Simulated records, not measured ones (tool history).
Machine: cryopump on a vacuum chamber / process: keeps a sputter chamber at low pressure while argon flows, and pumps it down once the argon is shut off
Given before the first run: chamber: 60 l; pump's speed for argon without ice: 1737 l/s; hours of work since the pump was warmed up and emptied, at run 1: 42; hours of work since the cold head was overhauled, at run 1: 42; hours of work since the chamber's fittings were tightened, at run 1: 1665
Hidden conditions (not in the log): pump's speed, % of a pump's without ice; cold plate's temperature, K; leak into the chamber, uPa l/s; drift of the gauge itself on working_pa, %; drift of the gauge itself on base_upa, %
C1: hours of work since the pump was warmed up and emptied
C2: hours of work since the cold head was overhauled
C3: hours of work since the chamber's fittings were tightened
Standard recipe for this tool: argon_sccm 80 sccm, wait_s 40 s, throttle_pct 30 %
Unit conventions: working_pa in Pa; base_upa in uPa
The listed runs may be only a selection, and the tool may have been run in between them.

{"run": 1, "hour": 0.0, "argon_sccm": 80, "wait_s": 40, "throttle_pct": 30, "C1": 42, "C2": 42, "C3": 1665, "working_pa": 0.2624, "base_upa": 1.84}
{"run": 2, "hour": 17.3, "argon_sccm": 80, "wait_s": 40, "throttle_pct": 30, "C1": 50, "C2": 50, "C3": 1673, "working_pa": 0.2631, "base_upa": 1.89}
{"run": 3, "hour": 26.8, "argon_sccm": 80, "wait_s": 40, "throttle_pct": 19, "C1": 55, "C2": 55, "C3": 1678, "working_pa": 0.4137, "base_upa": 1.95}
{"run": 4, "hour": 37.8, "argon_sccm": 80, "wait_s": 40, "throttle_pct": 19, "C1": 60, "C2": 60, "C3": 1683, "working_pa": 0.41, "base_upa": 1.99}
{"run": 5, "hour": 51.4, "argon_sccm": 80, "wait_s": 40, "throttle_pct": 19, "C1": 66, "C2": 66, "C3": 1689, "working_pa": 0.4134, "base_upa": 1.83}
{"run": 6, "hour": 60.0, "argon_sccm": 80, "wait_s": 40, "throttle_pct": 19, "C1": 70, "C2": 70, "C3": 1693, "working_pa": 0.4116, "base_upa": 1.88}
{"run": 7, "hour": 72.5, "argon_sccm": 80, "wait_s": 40, "throttle_pct": 19, "C1": 76, "C2": 76, "C3": 1699, "working_pa": 0.4109, "base_upa": 1.95}
{"run": 8, "hour": 86.6, "argon_sccm": 80, "wait_s": 40, "throttle_pct": 19, "C1": 83, "C2": 83, "C3": 1706, "working_pa": 0.4153, "base_upa": 1.91}
{"run": 9, "hour": 102.4, "argon_sccm": 80, "wait_s": 40, "throttle_pct": 19, "C1": 90, "C2": 90, "C3": 1713, "working_pa": 0.4132, "base_upa": 1.92}
{"run": 10, "hour": 115.3, "argon_sccm": 44, "wait_s": 40, "throttle_pct": 30, "C1": 96, "C2": 96, "C3": 1719, "working_pa": 0.145, "base_upa": 1.94}
{"run": 11, "hour": 125.6, "argon_sccm": 44, "wait_s": 40, "throttle_pct": 30, "C1": 101, "C2": 101, "C3": 1724, "working_pa": 0.1449, "base_upa": 1.98}
{"run": 12, "hour": 134.4, "argon_sccm": 80, "wait_s": 58, "throttle_pct": 30, "C1": 105, "C2": 105, "C3": 1728, "working_pa": 0.2632, "base_upa": 1.63}
{"run": 13, "hour": 145.0, "argon_sccm": 80, "wait_s": 40, "throttle_pct": 29, "C1": 110, "C2": 110, "C3": 1733, "working_pa": 0.2746, "base_upa": 2.01}
{"run": 14, "hour": 159.2, "argon_sccm": 80, "wait_s": 40, "throttle_pct": 29, "C1": 117, "C2": 117, "C3": 1739, "working_pa": 0.2735, "base_upa": 1.97}
{"run": 15, "hour": 168.5, "argon_sccm": 80, "wait_s": 40, "throttle_pct": 29, "C1": 121, "C2": 121, "C3": 1744, "working_pa": 0.2734, "base_upa": 1.94}
{"run": 16, "hour": 177.6, "argon_sccm": 80, "wait_s": 40, "throttle_pct": 29, "C1": 125, "C2": 125, "C3": 1748, "working_pa": 0.2737, "base_upa": 1.99}
{"run": 17, "hour": 194.4, "argon_sccm": 80, "wait_s": 40, "throttle_pct": 29, "C1": 133, "C2": 133, "C3": 1756, "working_pa": 0.274, "base_upa": 1.97}
{"run": 18, "hour": 206.7, "argon_sccm": 44, "wait_s": 254, "throttle_pct": 34, "C1": 139, "C2": 139, "C3": 1762, "working_pa": 0.1314, "base_upa": 1.3}
{"run": 19, "hour": 213.9, "argon_sccm": 46, "wait_s": 34, "throttle_pct": 30, "C1": 142, "C2": 142, "C3": 1765, "working_pa": 0.1534, "base_upa": 2.15}
{"run": 20, "hour": 227.6, "argon_sccm": 46, "wait_s": 34, "throttle_pct": 38, "C1": 149, "C2": 149, "C3": 1771, "working_pa": 0.1209, "base_upa": 2.08}
{"run": 21, "hour": 240.5, "argon_sccm": 46, "wait_s": 34, "throttle_pct": 38, "C1": 155, "C2": 155, "C3": 1777, "working_pa": 0.1217, "base_upa": 2.09}
{"run": 22, "hour": 248.4, "argon_sccm": 40, "wait_s": 21, "throttle_pct": 28, "C1": 158, "C2": 158, "C3": 1781, "working_pa": 0.1425, "base_upa": 2.77}
{"run": 23, "hour": 262.9, "argon_sccm": 40, "wait_s": 21, "throttle_pct": 28, "C1": 165, "C2": 165, "C3": 1788, "working_pa": 0.1426, "base_upa": 2.76}
{"run": 24, "hour": 276.3, "argon_sccm": 59, "wait_s": 20, "throttle_pct": 30, "C1": 171, "C2": 171, "C3": 1794, "working_pa": 0.1978, "base_upa": 2.84}
{"run": 25, "hour": 291.1, "argon_sccm": 137, "wait_s": 167, "throttle_pct": 37, "C1": 178, "C2": 178, "C3": 1801, "working_pa": 0.3751, "base_upa": 1.36}
{"run": 26, "hour": 307.1, "argon_sccm": 80, "wait_s": 189, "throttle_pct": 15, "C1": 186, "C2": 186, "C3": 1809, "working_pa": 0.5252, "base_upa": 1.39}
{"run": 27, "hour": 322.1, "argon_sccm": 80, "wait_s": 189, "throttle_pct": 17, "C1": 193, "C2": 193, "C3": 1816, "working_pa": 0.4684, "base_upa": 1.39}
{"run": 28, "hour": 337.9, "argon_sccm": 80, "wait_s": 189, "throttle_pct": 17, "C1": 200, "C2": 200, "C3": 1823, "working_pa": 0.4696, "base_upa": 1.5}
{"run": 29, "hour": 354.7, "argon_sccm": 80, "wait_s": 189, "throttle_pct": 17, "C1": 208, "C2": 208, "C3": 1831, "working_pa": 0.471, "base_upa": 1.39}
{"run": 30, "hour": 367.5, "argon_sccm": 80, "wait_s": 189, "throttle_pct": 17, "C1": 214, "C2": 214, "C3": 1837, "working_pa": 0.4668, "base_upa": 1.38}
{"run": 31, "hour": 384.0, "argon_sccm": 69, "wait_s": 83, "throttle_pct": 47, "C1": 222, "C2": 222, "C3": 1844, "working_pa": 0.1503, "base_upa": 1.64}
{"run": 32, "hour": 395.3, "argon_sccm": 86, "wait_s": 51, "throttle_pct": 31, "C1": 227, "C2": 227, "C3": 1850, "working_pa": 0.2811, "base_upa": 1.93}
{"run": 33, "hour": 408.6, "argon_sccm": 39, "wait_s": 44, "throttle_pct": 55, "C1": 233, "C2": 233, "C3": 1856, "working_pa": 0.0744, "base_upa": 2.03}
{"run": 34, "hour": 416.2, "argon_sccm": 56, "wait_s": 55, "throttle_pct": 30, "C1": 237, "C2": 237, "C3": 1860, "working_pa": 0.1891, "base_upa": 1.92}

4 options for the next run, each taken on its own from the tool as it stands now. Forecast them:
{"run": "A", "hour": 423.4, "argon_sccm": 68, "wait_s": 101, "throttle_pct": 55, "C1": 240, "C2": 240, "C3": 1863, "working_pa": "?", "base_upa": "?"}
{"run": "B", "hour": 423.4, "argon_sccm": 56, "wait_s": 55, "throttle_pct": 15, "C1": 240, "C2": 240, "C3": 1863, "working_pa": "?", "base_upa": "?"}
{"run": "C", "hour": 423.4, "argon_sccm": 81, "wait_s": 89, "throttle_pct": 30, "C1": 240, "C2": 240, "C3": 1863, "working_pa": "?", "base_upa": "?"}
{"run": "D", "hour": 423.4, "argon_sccm": 54, "wait_s": 40, "throttle_pct": 30, "C1": 240, "C2": 240, "C3": 1863, "working_pa": "?", "base_upa": "?"}

run=A working_pa=0.1305 base_upa=1.64
run=B working_pa=0.3697 base_upa=1.85
run=C working_pa=0.2724 base_upa=1.64
run=D working_pa=0.1835 base_upa=2.1
With the hidden condition removed and each run's random variation left untouched, the same runs would have given:
run=A working_pa=0.1208 base_upa=0.51
run=B working_pa=0.3617 base_upa=0.73
run=C working_pa=0.2609 base_upa=0.52
run=D working_pa=0.1758 base_upa=0.98
